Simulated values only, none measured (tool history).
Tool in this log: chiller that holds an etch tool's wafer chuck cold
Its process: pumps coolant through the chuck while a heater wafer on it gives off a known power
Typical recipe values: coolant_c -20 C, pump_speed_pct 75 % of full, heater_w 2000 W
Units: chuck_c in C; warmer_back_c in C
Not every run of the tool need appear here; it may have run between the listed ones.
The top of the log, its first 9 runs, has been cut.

run     day  coolant_c  pump_speed_pct  heater_w  chuck_c  warmer_back_c
 10  23.671        -20              75      2000       -5           7.02
 11  26.962        -20              75      2000     -4.9           6.94
 12  30.558        -26              75      2000      -11           6.97
 13  34.338        -26              75      2000    -10.9           7.04
 14  36.079        -26              75      2000    -10.9           6.99
 15  38.008        -26              75      2000    -10.7           7.08
 16  39.779        -26              75      2000    -10.8           7.07
 17  42.521        -18              91      1726     -6.5           4.98
 18  45.433        -18              91      1726     -6.4           4.96
 19  47.696        -18              91      1726     -6.5           4.98
 20  51.125        -25              65      1548    -12.1           6.22
 21  52.725        -13              97      1737       -2           4.71
 22  54.888        -23              75      2000     -7.7           7.02
 23  58.071        -23              75      2000       -8           7.04
 24  61.942        -27              97      1227    -19.2           3.32
 25  64.721        -19              75      1169      -10           4.11
 26  66.383        -13              75      2759      7.9           9.69
 27    68.3        -20              75      1552     -8.2           5.44
 28   71.85        -20              72      1369     -9.3           4.98
 29  74.417        -20              72      1369     -9.4           4.97
 30      77        -20              72      1369     -9.4            5.1
 31  79.546        -29              94      1669    -18.1           4.71

Consider 5 possible next runs. They are alternatives, not a sequence: every one starts from the tool as it was left by run 31. What does each give?
  A  81.721        -13              94      1669        ?              ?
  B  81.721        -29              79      2536        ?              ?
  C  81.721        -10              87      1247        ?              ?
  D  81.721        -30              78      1366        ?              ?
  E  81.721        -20              67      1669        ?              ?

run  chuck_c  warmer_back_c
  A     -2.1           4.63
  B    -10.5           8.47
  C     -1.5           3.78
  D    -19.8           4.57
  E     -6.4           6.62
What these runs would have given with no unlogged condition in the tool:
run  chuck_c  warmer_back_c
  A     -2.1           4.63
  B    -10.5           8.46
  C     -1.5           3.78
  D    -19.8           4.56
  E     -6.4           6.61
